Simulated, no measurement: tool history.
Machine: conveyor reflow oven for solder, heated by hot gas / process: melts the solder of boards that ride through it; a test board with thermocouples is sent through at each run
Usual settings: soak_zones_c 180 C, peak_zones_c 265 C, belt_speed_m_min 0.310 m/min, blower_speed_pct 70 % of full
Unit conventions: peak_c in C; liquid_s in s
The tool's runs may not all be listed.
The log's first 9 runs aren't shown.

| run | day | soak_zones_c | peak_zones_c | belt_speed_m_min | blower_speed_pct | peak_c | liquid_s |
|---|---|---|---|---|---|---|---|
| 10 | 22.612 | 180 | 265 | 0.310 | 70 | 252.3 | 91.7 |
|  | 24.267 | flux residue cleaned out of gas plates and filters |
| 11 | 24.396 | 180 | 265 | 0.310 | 70 | 253.7 | 93.5 |
| 12 | 26.146 | 180 | 265 | 0.310 | 70 | 253.4 | 93.3 |
| 13 | 28.725 | 180 | 265 | 0.310 | 70 | 252.9 | 93.3 |
| 14 | 30.225 | 180 | 265 | 0.310 | 70 | 252.7 | 93.1 |
| 15 | 32.875 | 180 | 265 | 0.310 | 70 | 252.7 | 92.8 |
| 16 | 35.108 | 192 | 265 | 0.310 | 62 | 252.4 | 99.7 |
| 17 | 37.767 | 192 | 266 | 0.310 | 62 | 253.2 | 100.2 |
| 18 | 40.425 | 186 | 265 | 0.357 | 70 | 249.2 | 78.8 |
|  | 43.033 | flux residue cleaned out of gas plates and filters |
| 19 | 43.738 | 178 | 270 | 0.291 | 53 | 254.3 | 98.6 |
| 20 | 45.742 | 172 | 265 | 0.310 | 70 | 251.7 | 88.3 |
| 21 | 48.571 | 172 | 265 | 0.310 | 70 | 251.7 | 87.7 |
| 22 | 50.154 | 172 | 265 | 0.310 | 70 | 251.3 | 87.3 |
| 23 | 52.604 | 183 | 265 | 0.310 | 70 | 252.5 | 95.1 |
| 24 | 55.604 | 177 | 253 | 0.262 | 76 | 244.9 | 103.0 |
| 25 | 58.900 | 177 | 253 | 0.262 | 52 | 240.6 | 90.6 |
| 26 | 61.292 | 190 | 265 | 0.276 | 70 | 255.6 | 115.9 |
|  | 61.767 | flux residue cleaned out of gas plates and filters |
| 27 | 64.317 | 187 | 263 | 0.366 | 70 | 247.7 | 77.2 |
| 28 | 67.421 | 187 | 263 | 0.366 | 70 | 247.2 | 76.9 |
| 29 | 68.825 | 187 | 263 | 0.366 | 70 | 247.4 | 76.6 |
| 30 | 71.275 | 187 | 263 | 0.366 | 70 | 247.3 | 76.1 |

Below are 3 alternative next runs, each starting from the tool's condition after run 30. Predict each:
| A | 73.800 | 180 | 275 | 0.310 | 70 | ? | ? |
| B | 73.800 | 187 | 263 | 0.301 | 70 | ? | ? |
| C | 73.800 | 188 | 265 | 0.290 | 68 | ? | ? |

| run | peak_c | liquid_s |
|---|---|---|
| A | 260.5 | 101.1 |
| B | 251.4 | 100.7 |
| C | 253.9 | 107.3 |
With no hidden state in the tool, these same runs would have given:
| run | peak_c | liquid_s |
|---|---|---|
| A | 262.9 | 101.5 |
| B | 253.7 | 101.4 |
| C | 256.2 | 107.7 |
